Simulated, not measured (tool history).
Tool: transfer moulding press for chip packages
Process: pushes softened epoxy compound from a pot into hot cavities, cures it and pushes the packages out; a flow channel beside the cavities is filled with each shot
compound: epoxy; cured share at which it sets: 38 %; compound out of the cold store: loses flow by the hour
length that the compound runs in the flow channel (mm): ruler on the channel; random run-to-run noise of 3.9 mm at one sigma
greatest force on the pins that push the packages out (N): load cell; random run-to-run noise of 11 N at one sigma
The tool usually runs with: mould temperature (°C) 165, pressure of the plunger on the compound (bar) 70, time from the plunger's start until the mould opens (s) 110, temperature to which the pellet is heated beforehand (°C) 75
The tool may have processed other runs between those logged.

run   hour  mould temperature (°C)  pressure of the plunger on the compound (bar)  time from the plunger's start until the mould opens (s)  temperature to which the pellet is heated beforehand (°C)  incoming compound's hours out of the cold store  length that the compound runs in the flow channel (mm)  greatest force on the pins that push the packages out (N)
  1    0.0                     165                                             70                                                      110                                                         75                                             36.3                                                     821                                                        752
  2   52.4                     165                                             70                                                      109                                                         75                                             13.2                                                     941                                                        883
      57.9  -- cavities cleaned with cleaning compound and waxed
  3  104.2                     165                                             70                                                      109                                                         75                                             20.1                                                     899                                                        670
     144.5  -- mould's thermocouples calibrated
  4  146.6                     165                                             70                                                      110                                                         75                                             32.7                                                     837                                                        788
  5  200.1                     165                                             70                                                      110                                                         75                                             42.7                                                     781                                                        841
     204.5  -- cavities cleaned with cleaning compound and waxed
  6  249.1                     165                                             70                                                      110                                                         75                                             29.4                                                     843                                                        683
  7  308.7                     165                                             70                                                      110                                                         75                                             38.0                                                     799                                                        854
     355.0  -- cavities cleaned with cleaning compound and waxed
  8  355.9                     165                                             70                                                      110                                                         75                                             41.1                                                     780                                                        485
  9  420.9                     165                                             70                                                      110                                                         75                                             37.4                                                     796                                                        760

Predict the results of run 10:
 10  450.6                     165                                             59                                                      110                                                         75                                             13.7                                                       ?                                                          ?

{"run 10": {"length that the compound runs in the flow channel (mm)": 850, "greatest force on the pins that push the packages out (N)": 857}}
If the tool had no hidden condition, the same run with the same run-to-run variation would have returned length that the compound runs in the flow channel (mm) 874, greatest force on the pins that push the packages out (N) 504.

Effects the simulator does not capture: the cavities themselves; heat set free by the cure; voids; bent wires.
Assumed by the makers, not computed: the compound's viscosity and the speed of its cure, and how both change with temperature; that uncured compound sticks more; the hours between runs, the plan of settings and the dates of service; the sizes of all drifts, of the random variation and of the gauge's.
